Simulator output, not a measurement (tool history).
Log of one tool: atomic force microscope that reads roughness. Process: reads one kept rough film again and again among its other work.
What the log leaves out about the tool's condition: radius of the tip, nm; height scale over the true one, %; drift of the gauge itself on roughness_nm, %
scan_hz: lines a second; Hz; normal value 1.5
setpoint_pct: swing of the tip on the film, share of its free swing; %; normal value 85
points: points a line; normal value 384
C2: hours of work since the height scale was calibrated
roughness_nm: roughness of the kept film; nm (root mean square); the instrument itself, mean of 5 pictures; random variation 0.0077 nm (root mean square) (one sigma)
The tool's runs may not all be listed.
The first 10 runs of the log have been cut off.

{"hour": 211.6, "done": "new tip fitted"}
{"run": 11, "hour": 211.6, "scan_hz": 1.5, "setpoint_pct": 77, "points": 384, "pictures with this tip": 0, "C2": 272, "roughness_nm": 1.737}
{"run": 12, "hour": 231.1, "scan_hz": 1.5, "setpoint_pct": 58, "points": 384, "pictures with this tip": 21, "C2": 281, "roughness_nm": 1.841}
{"run": 13, "hour": 246.6, "scan_hz": 1.5, "setpoint_pct": 58, "points": 384, "pictures with this tip": 37, "C2": 288, "roughness_nm": 1.803}
{"run": 14, "hour": 265.9, "scan_hz": 1.5, "setpoint_pct": 58, "points": 384, "pictures with this tip": 57, "C2": 297, "roughness_nm": 1.784}
{"run": 15, "hour": 283.1, "scan_hz": 2.31, "setpoint_pct": 58, "points": 384, "pictures with this tip": 75, "C2": 305, "roughness_nm": 1.718}
{"run": 16, "hour": 304.0, "scan_hz": 2.31, "setpoint_pct": 58, "points": 384, "pictures with this tip": 97, "C2": 314, "roughness_nm": 1.708}
{"run": 17, "hour": 327.9, "scan_hz": 2.84, "setpoint_pct": 85, "points": 879, "pictures with this tip": 123, "C2": 325, "roughness_nm": 1.339}
{"run": 18, "hour": 349.3, "scan_hz": 0.63, "setpoint_pct": 63, "points": 266, "pictures with this tip": 145, "C2": 335, "roughness_nm": 1.694}
{"hour": 363.3, "done": "new tip fitted"}
{"run": 19, "hour": 363.6, "scan_hz": 1.34, "setpoint_pct": 63, "points": 425, "pictures with this tip": 1, "C2": 342, "roughness_nm": 1.858}
{"run": 20, "hour": 383.4, "scan_hz": 2.19, "setpoint_pct": 60, "points": 715, "pictures with this tip": 22, "C2": 351, "roughness_nm": 1.794}
{"run": 21, "hour": 397.5, "scan_hz": 0.99, "setpoint_pct": 57, "points": 286, "pictures with this tip": 37, "C2": 358, "roughness_nm": 1.838}
{"run": 22, "hour": 423.7, "scan_hz": 0.99, "setpoint_pct": 57, "points": 286, "pictures with this tip": 64, "C2": 370, "roughness_nm": 1.771}
{"run": 23, "hour": 440.5, "scan_hz": 1.5, "setpoint_pct": 58, "points": 1007, "pictures with this tip": 82, "C2": 377, "roughness_nm": 1.748}
{"run": 24, "hour": 466.6, "scan_hz": 0.76, "setpoint_pct": 58, "points": 407, "pictures with this tip": 109, "C2": 390, "roughness_nm": 1.741}
{"run": 25, "hour": 483.5, "scan_hz": 1.68, "setpoint_pct": 88, "points": 923, "pictures with this tip": 127, "C2": 397, "roughness_nm": 1.431}
{"run": 26, "hour": 496.9, "scan_hz": 0.51, "setpoint_pct": 85, "points": 384, "pictures with this tip": 141, "C2": 404, "roughness_nm": 1.623}
{"hour": 514.4, "done": "new tip fitted"}
{"run": 27, "hour": 514.4, "scan_hz": 1.5, "setpoint_pct": 85, "points": 459, "pictures with this tip": 0, "C2": 411, "roughness_nm": 1.668}
{"run": 28, "hour": 534.8, "scan_hz": 1.5, "setpoint_pct": 85, "points": 459, "pictures with this tip": 22, "C2": 421, "roughness_nm": 1.646}
{"run": 29, "hour": 547.1, "scan_hz": 1.5, "setpoint_pct": 85, "points": 459, "pictures with this tip": 35, "C2": 427, "roughness_nm": 1.609}
{"run": 30, "hour": 565.5, "scan_hz": 1.5, "setpoint_pct": 85, "points": 459, "pictures with this tip": 54, "C2": 435, "roughness_nm": 1.574}
{"run": 31, "hour": 577.0, "scan_hz": 1.5, "setpoint_pct": 85, "points": 459, "pictures with this tip": 66, "C2": 441, "roughness_nm": 1.575}
{"run": 32, "hour": 590.3, "scan_hz": 0.63, "setpoint_pct": 85, "points": 293, "pictures with this tip": 80, "C2": 447, "roughness_nm": 1.69}

3 ways to go on from here, each from the tool as it stands after run 32. What would each give?
{"run": "A", "hour": 605.9, "scan_hz": 0.54, "setpoint_pct": 74, "points": 721, "pictures with this tip": 97, "C2": 454, "roughness_nm": "?"}
{"run": "B", "hour": 605.9, "scan_hz": 0.8, "setpoint_pct": 85, "points": 293, "pictures with this tip": 97, "C2": 454, "roughness_nm": "?"}
{"run": "C", "hour": 605.9, "scan_hz": 1.99, "setpoint_pct": 62, "points": 597, "pictures with this tip": 97, "C2": 454, "roughness_nm": "?"}

run=A roughness_nm=1.757
run=B roughness_nm=1.64
run=C roughness_nm=1.684
The same runs, with their run-to-run variation unchanged, on a tool lacking any hidden condition would have given:
run=A roughness_nm=1.902
run=B roughness_nm=1.775
run=C roughness_nm=1.823
